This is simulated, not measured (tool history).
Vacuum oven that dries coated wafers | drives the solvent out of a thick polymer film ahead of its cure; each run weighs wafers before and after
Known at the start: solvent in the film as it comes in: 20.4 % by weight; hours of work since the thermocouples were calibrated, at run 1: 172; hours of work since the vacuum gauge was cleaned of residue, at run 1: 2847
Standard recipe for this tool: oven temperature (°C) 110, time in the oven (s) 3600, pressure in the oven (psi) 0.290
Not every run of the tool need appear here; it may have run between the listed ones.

run	day	oven temperature (°C)	time in the oven (s)	pressure in the oven (psi)	hours of work since the thermocouples were calibrated	hours of work since the vacuum gauge was cleaned of residue	solvent left in the film (%)
1	0.000	110	3600	0.290	172	2847	3.68
2	3.117	110	3600	0.290	231	2906	3.62
3	6.475	110	3600	0.226	294	2969	3.33
# day 7.158: vacuum gauge cleaned of residue and calibrated
4	10.146	110	3600	0.226	362	56	2.84
5	13.608	110	3600	0.380	427	122	3.65
6	16.738	110	3600	0.380	486	180	3.67
7	19.538	110	3600	0.184	539	233	2.61
8	24.517	116	3600	0.290	633	327	1.99
9	29.346	104	3000	0.148	724	418	4.82
10	32.025	104	3000	0.148	774	469	4.81
11	35.529	113	3540	0.290	840	535	2.49
# day 39.450: oven's thermocouples calibrated
12	39.796	103	3600	1.139	6	613	10.86
13	42.962	116	3600	0.450	66	673	2.91

Below, each run's measurement less what the same run would have read without the hidden state. Both values contain the same run-to-run variation, but the gauge's scatter may not be the same in both:
The hidden state here: true wafer temperature over the reading, C; true pressure over the reading, kPa; drift of the gauge itself on solvent_pct, %.
run	solvent left in the film (%)
1	+0.45
2	+0.43
3	+0.41
4	+0.00
5	-0.03
6	-0.05
7	-0.06
8	-0.05
9	-0.20
10	-0.22
11	-0.13
12	+0.25
13	+0.12

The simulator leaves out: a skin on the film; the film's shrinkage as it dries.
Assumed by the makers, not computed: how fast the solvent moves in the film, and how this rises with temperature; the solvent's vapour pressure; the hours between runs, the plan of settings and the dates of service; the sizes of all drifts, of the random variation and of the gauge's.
